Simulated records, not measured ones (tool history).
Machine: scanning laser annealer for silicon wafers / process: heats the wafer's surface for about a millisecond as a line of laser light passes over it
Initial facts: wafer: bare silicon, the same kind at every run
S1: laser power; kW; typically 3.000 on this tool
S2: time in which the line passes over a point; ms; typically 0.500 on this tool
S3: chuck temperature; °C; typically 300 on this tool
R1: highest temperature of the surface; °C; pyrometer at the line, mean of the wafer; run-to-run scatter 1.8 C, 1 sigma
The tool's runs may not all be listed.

| run | day | S1 | S2 | S3 | R1 |
|---|---|---|---|---|---|
| 1 | 0.000 | 3.000 | 0.500 | 300 | 1003 |
| 2 | 0.508 | 3.000 | 0.500 | 300 | 1003 |
| 3 | 0.746 | 3.000 | 0.500 | 307 | 1007 |
| 4 | 1.008 | 3.000 | 0.500 | 307 | 1012 |
| 5 | 1.304 | 3.000 | 0.500 | 307 | 1009 |
| 6 | 1.650 | 3.000 | 0.500 | 307 | 1009 |
| 7 | 1.958 | 3.000 | 0.499 | 300 | 1001 |
| 8 | 2.425 | 3.000 | 0.499 | 300 | 1003 |
| 9 | 2.808 | 3.000 | 0.499 | 300 | 999 |
| 10 | 3.258 | 3.000 | 0.500 | 269 | 970 |
| 11 | 3.621 | 3.000 | 0.500 | 300 | 999 |
| 12 | 3.942 | 3.000 | 0.500 | 300 | 1001 |
| 13 | 4.188 | 3.000 | 0.500 | 300 | 1003 |
| 14 | 4.512 | 3.000 | 0.500 | 300 | 1003 |
| 15 | 4.967 | 3.000 | 0.500 | 300 | 997 |
| 16 | 5.304 | 3.000 | 0.500 | 300 | 998 |
| 17 | 5.621 | 3.000 | 0.500 | 300 | 1000 |
| 18 | 6.104 | 3.000 | 0.500 | 300 | 1000 |
| 19 | 6.375 | 3.000 | 0.500 | 339 | 1036 |
| 20 | 6.658 | 3.000 | 0.500 | 339 | 1038 |
| 21 | 6.942 | 2.895 | 0.581 | 322 | 1057 |
| 22 | 7.200 | 2.838 | 0.581 | 279 | 1001 |
| 23 | 7.488 | 2.838 | 0.581 | 279 | 999 |
| 24 | 7.729 | 2.667 | 0.601 | 337 | 1029 |
| 25 | 7.967 | 2.667 | 0.503 | 337 | 958 |
| 26 | 8.200 | 2.778 | 0.383 | 319 | 867 |
| 27 | 8.529 | 2.573 | 0.383 | 319 | 825 |
| 28 | 8.988 | 2.573 | 0.383 | 319 | 827 |
| 29 | 9.546 | 2.930 | 0.391 | 300 | 886 |
| 30 | 9.912 | 2.925 | 0.578 | 336 | 1072 |
| 31 | 10.279 | 2.925 | 0.603 | 286 | 1043 |
| 32 | 10.708 | 3.103 | 0.603 | 286 | 1089 |
| 33 | 11.096 | 3.103 | 0.603 | 286 | 1088 |
| 34 | 11.688 | 3.103 | 0.603 | 286 | 1092 |
| 35 | 11.900 | 3.103 | 0.603 | 286 | 1095 |
| 36 | 12.288 | 3.103 | 0.603 | 286 | 1094 |
| 37 | 12.529 | 3.103 | 0.603 | 286 | 1092 |
| 38 | 12.746 | 3.103 | 0.603 | 286 | 1092 |
| 39 | 13.033 | 3.103 | 0.603 | 286 | 1094 |
| 40 | 13.479 | 3.000 | 0.551 | 304 | 1040 |

Not shown here: 2 entries made in the log between runs. Locate each between two listed runs and compare the hidden state at the listed run before it with the hidden state at the listed run after it:
Runs 28 to 29: optics aligned, line set to its width (day 9.246)
  light that passes the window, % of a clean one's: 96.91 -> 96.88; width of the line over the set one, %: 1.21 -> 1.82
  measured minus no-state result, R1: -20 -> -25 °C
Runs 33 to 34: optics aligned, line set to its width, once more (day 11.379)
  light that passes the window, % of a clean one's: 96.74 -> 96.7; laser's true power over the reading, %: -0.14 -> -0.15; width of the line over the set one, %: 1.85 -> 0.25
  measured minus no-state result, R1: -35 -> -30 °C
